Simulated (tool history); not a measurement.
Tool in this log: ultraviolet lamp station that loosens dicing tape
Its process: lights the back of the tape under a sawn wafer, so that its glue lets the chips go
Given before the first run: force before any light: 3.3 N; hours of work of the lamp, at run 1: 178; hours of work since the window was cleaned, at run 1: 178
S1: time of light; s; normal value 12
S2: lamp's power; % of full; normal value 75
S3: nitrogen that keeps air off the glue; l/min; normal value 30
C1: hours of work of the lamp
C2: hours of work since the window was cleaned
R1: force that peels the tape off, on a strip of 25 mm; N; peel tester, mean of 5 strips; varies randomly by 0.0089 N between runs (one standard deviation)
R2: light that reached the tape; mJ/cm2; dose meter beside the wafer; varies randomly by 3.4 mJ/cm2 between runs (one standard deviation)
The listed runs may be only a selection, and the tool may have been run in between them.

run 1 hour=0 | S1=12 S2=75 S3=30 | C1=178 C2=178 | R1=0.36 R2=544
run 2 hour=53.4 | S1=12 S2=75 S3=30 | C1=215 C2=215 | R1=0.36 R2=545
run 3 hour=154.3 | S1=12 S2=75 S3=30 | C1=286 C2=286 | R1=0.372 R2=546
-- hour=200.5 window cleaned of glue's vapour
run 4 hour=226.7 | S1=12 S2=75 S3=30 | C1=337 C2=18 | R1=0.372 R2=539
run 5 hour=321.9 | S1=12 S2=75 S3=30 | C1=403 C2=85 | R1=0.374 R2=545
run 6 hour=400.6 | S1=12 S2=75 S3=30 | C1=459 C2=140 | R1=0.359 R2=539
run 7 hour=489.7 | S1=12 S2=75 S3=30 | C1=521 C2=203 | R1=0.367 R2=545
run 8 hour=579.5 | S1=20 S2=75 S3=30 | C1=584 C2=266 | R1=0.157 R2=889
run 9 hour=627.7 | S1=20 S2=75 S3=40 | C1=618 C2=300 | R1=0.135 R2=901
-- hour=654.5 window cleaned of glue's vapour
run 10 hour=698.6 | S1=20 S2=98 S3=55 | C1=667 C2=31 | R1=0.099 R2=1169
-- hour=740.9 lamp changed
run 11 hour=795.1 | S1=20 S2=98 S3=55 | C1=38 C2=98 | R1=0.095 R2=1185
run 12 hour=856.4 | S1=10 S2=74 S3=12 | C1=81 C2=141 | R1=0.858 R2=444
run 13 hour=928.7 | S1=16 S2=74 S3=12 | C1=132 C2=192 | R1=0.412 R2=708
run 14 hour=983.4 | S1=22 S2=88 S3=17 | C1=170 C2=230 | R1=0.14 R2=1163
run 15 hour=1062.5 | S1=6 S2=98 S3=15 | C1=226 C2=286 | R1=1.005 R2=350
-- hour=1109.1 window cleaned of glue's vapour
run 16 hour=1131.4 | S1=6 S2=98 S3=15 | C1=274 C2=16 | R1=1.013 R2=348
run 17 hour=1201.3 | S1=11 S2=63 S3=15 | C1=323 C2=65 | R1=0.843 R2=412

What if the next run were any one of these 5? Each begins from the tool's condition after run 17:
run A hour=1283 | S1=13 S2=62 S3=11 | C1=380 C2=122 | R1=? R2=?
run B hour=1283 | S1=10 S2=85 S3=15 | C1=380 C2=122 | R1=? R2=?
run C hour=1283 | S1=22 S2=63 S3=15 | C1=380 C2=122 | R1=? R2=?
run D hour=1283 | S1=11 S2=90 S3=15 | C1=380 C2=122 | R1=? R2=?
run E hour=1283 | S1=10 S2=84 S3=30 | C1=380 C2=122 | R1=? R2=?

run=A R1=0.815 R2=481
run=B R1=0.626 R2=508
run=C R1=0.265 R2=833
run=D R1=0.482 R2=600
run=E R1=0.399 R2=507
The same runs, with their run-to-run variation unchanged, on a tool lacking any hidden condition would have given:
run=A R1=0.812 R2=482
run=B R1=0.624 R2=510
run=C R1=0.264 R2=835
run=D R1=0.48 R2=601
run=E R1=0.398 R2=509

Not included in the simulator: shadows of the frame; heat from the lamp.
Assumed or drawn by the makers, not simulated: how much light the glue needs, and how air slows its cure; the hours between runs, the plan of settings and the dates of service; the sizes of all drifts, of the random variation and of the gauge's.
